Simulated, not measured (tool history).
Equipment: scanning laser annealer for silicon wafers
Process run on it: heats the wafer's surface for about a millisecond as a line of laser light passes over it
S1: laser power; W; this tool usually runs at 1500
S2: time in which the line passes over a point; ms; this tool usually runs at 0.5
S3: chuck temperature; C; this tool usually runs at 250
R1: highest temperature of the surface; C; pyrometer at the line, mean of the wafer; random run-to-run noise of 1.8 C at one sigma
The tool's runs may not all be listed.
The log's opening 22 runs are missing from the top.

run,hour,S1,S2,S3,R1
23,284.5,1597,0.394,215,872
24,301.8,1583,0.385,243,883
# hour 310: window over the wafer cleaned
25,320.6,1583,0.385,243,920
26,337.8,1413,0.434,261,907
27,352.6,1413,0.434,261,907
28,363.5,1500,0.408,251,915
29,375.5,1523,0.573,250,1051
30,385.9,1388,0.573,237,974
31,402.6,1388,0.573,237,976
32,412.2,1388,0.355,271,840
33,424.4,1374,0.548,260,973
34,438.6,1500,0.45,217,910
35,455.5,1555,0.619,250,1102
36,471.5,1555,0.619,250,1098
37,481.9,1500,0.5,232,965
38,497.8,1500,0.5,232,963
39,515.7,1500,0.5,232,962
40,526.1,1616,0.371,239,904

Alternative continuations, all from the tool just after run 40; predict every row:
A,541.6,1616,0.468,271,?
B,541.6,1616,0.35,269,?
C,541.6,1600,0.56,255,?
D,541.6,1399,0.479,250,?
E,541.6,1500,0.5,283,?

run,R1
A,1026
B,918
C,1079
D,918
E,1014
Without the tool's unlogged condition, the same runs would have read:
run,R1
A,1039
B,930
C,1093
D,929
E,1027
